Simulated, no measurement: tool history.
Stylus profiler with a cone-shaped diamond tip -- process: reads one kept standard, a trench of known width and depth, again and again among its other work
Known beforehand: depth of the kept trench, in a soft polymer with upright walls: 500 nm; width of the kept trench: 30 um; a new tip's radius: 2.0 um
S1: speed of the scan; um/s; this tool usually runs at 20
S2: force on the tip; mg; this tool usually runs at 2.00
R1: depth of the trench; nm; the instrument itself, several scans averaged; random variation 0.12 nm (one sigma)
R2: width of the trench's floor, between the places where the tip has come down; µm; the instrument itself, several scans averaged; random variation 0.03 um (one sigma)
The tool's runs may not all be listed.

Run 1, hour 0.0: usual settings. Result: R1 507.65 nm, R2 27.30 µm.
Run 2, hour 10.7: usual settings but S2 1.40 mg. Result: R1 505.91 nm, R2 27.30 µm.
Run 3, hour 24.8: usual settings but S1 16 um/s. Result: R1 507.43 nm, R2 27.32 µm.
Run 4, hour 39.6: usual settings. Result: R1 507.54 nm, R2 27.30 µm.
Run 5, hour 46.5: usual settings but S1 9 um/s. Result: R1 507.43 nm, R2 27.32 µm.
Run 6, hour 56.5: usual settings but S1 9 um/s, S2 2.16 mg. Result: R1 508.08 nm, R2 27.33 µm.
Run 7, hour 71.8: usual settings but S1 9 um/s, S2 2.16 mg. Result: R1 507.98 nm, R2 27.38 µm.
Run 8, hour 78.0: usual settings but S2 2.48 mg. Result: R1 508.61 nm, R2 27.32 µm.
Run 9, hour 85.2: usual settings but S1 12 um/s. Result: R1 507.45 nm, R2 27.27 µm.
Run 10, hour 94.9: usual settings but S1 12 um/s. Result: R1 507.49 nm, R2 27.40 µm.
Run 11, hour 103.4: usual settings. Result: R1 507.32 nm, R2 27.26 µm.
Run 12, hour 112.2: usual settings. Result: R1 507.41 nm, R2 27.27 µm.
Run 13, hour 120.0: usual settings but S1 18 um/s, S2 1.60 mg. Result: R1 506.43 nm, R2 27.34 µm.
Run 14, hour 131.5: usual settings but S1 18 um/s, S2 1.60 mg. Result: R1 506.49 nm, R2 27.30 µm.
Run 15, hour 142.9: usual settings but S1 54 um/s, S2 2.82 mg. Result: R1 509.54 nm, R2 27.29 µm.
Run 16, hour 150.3: usual settings but S1 13 um/s, S2 2.01 mg. Result: R1 507.57 nm, R2 27.35 µm.

What will run 17 give?
Run 17, hour 163.1: usual settings but S1 31 um/s, S2 4.39 mg. Result: R1 ?, R2 ?.

Run 17 measured R1 512.60 nm, R2 27.35 µm.
Without the tool's hidden state the same run would have given R1 512.60 nm, R2 27.36 µm.
